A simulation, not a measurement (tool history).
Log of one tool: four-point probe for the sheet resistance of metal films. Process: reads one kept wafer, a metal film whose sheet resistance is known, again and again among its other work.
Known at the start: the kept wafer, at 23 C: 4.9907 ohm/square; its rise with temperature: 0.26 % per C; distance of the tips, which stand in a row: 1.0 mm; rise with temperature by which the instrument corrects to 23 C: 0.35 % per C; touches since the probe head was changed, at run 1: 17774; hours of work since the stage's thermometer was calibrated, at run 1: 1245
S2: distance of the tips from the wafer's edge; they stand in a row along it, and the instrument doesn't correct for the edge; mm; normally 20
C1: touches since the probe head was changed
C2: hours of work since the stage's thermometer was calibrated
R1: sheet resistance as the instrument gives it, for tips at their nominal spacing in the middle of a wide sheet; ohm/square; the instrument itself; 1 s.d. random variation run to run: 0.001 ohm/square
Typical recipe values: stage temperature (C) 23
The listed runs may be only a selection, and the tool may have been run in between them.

Run 1, hour 0.0: usual settings; C1 17774; C2 1245. Result: R1 4.996080 ohm/square.
Run 2, hour 9.1: usual settings; C1 18041; C2 1250. Result: R1 4.996330 ohm/square.
Run 3, hour 27.7: usual settings; C1 18585; C2 1259. Result: R1 4.997451 ohm/square.
Run 4, hour 36.6: usual settings; C1 18846; C2 1264. Result: R1 4.997965 ohm/square.
Run 5, hour 57.2: usual settings; C1 19452; C2 1274. Result: R1 4.998084 ohm/square.
Run 6, hour 67.6: usual settings; C1 19756; C2 1279. Result: R1 4.998515 ohm/square.
Run 7, hour 82.6: usual settings; C1 20194; C2 1287. Result: R1 4.998278 ohm/square.
Run 8, hour 94.7: usual settings; C1 20551; C2 1293. Result: R1 4.997638 ohm/square.
Run 9, hour 107.8: usual settings but S2 46 mm; C1 20934; C2 1300. Result: R1 4.991932 ohm/square.
Run 10, hour 127.9: usual settings but stage temperature (C) 29, S2 4 mm; C1 21525; C2 1310. Result: R1 5.125039 ohm/square.
Run 11, hour 137.4: usual settings but stage temperature (C) 29, S2 4 mm; C1 21801; C2 1314. Result: R1 5.126235 ohm/square.
Run 12, hour 158.8: usual settings but stage temperature (C) 31; C1 22429; C2 1325. Result: R1 4.962783 ohm/square.
Run 13, hour 167.5: usual settings but stage temperature (C) 31; C1 22685; C2 1330. Result: R1 4.962270 ohm/square.
Run 14, hour 185.1: usual settings but stage temperature (C) 19, S2 5 mm; C1 23201; C2 1339. Result: R1 5.113912 ohm/square.

Each row is a separate what-if for the run after 14, all from the same tool condition, not one after another. Results?
Run A, hour 203.3: usual settings but S2 19 mm; C1 23733; C2 1348. Result: R1 ?.
Run B, hour 203.3: usual settings but stage temperature (C) 21; C1 23733; C2 1348. Result: R1 ?.
Run C, hour 203.3: usual settings but stage temperature (C) 30, S2 12 mm; C1 23733; C2 1348. Result: R1 ?.

run        R1
  A  4.999519
  B  5.006269
  C  4.978862
Without the tool's unlogged condition, the same runs would have read:
run        R1
  A  4.999502
  B  5.006253
  C  4.978846
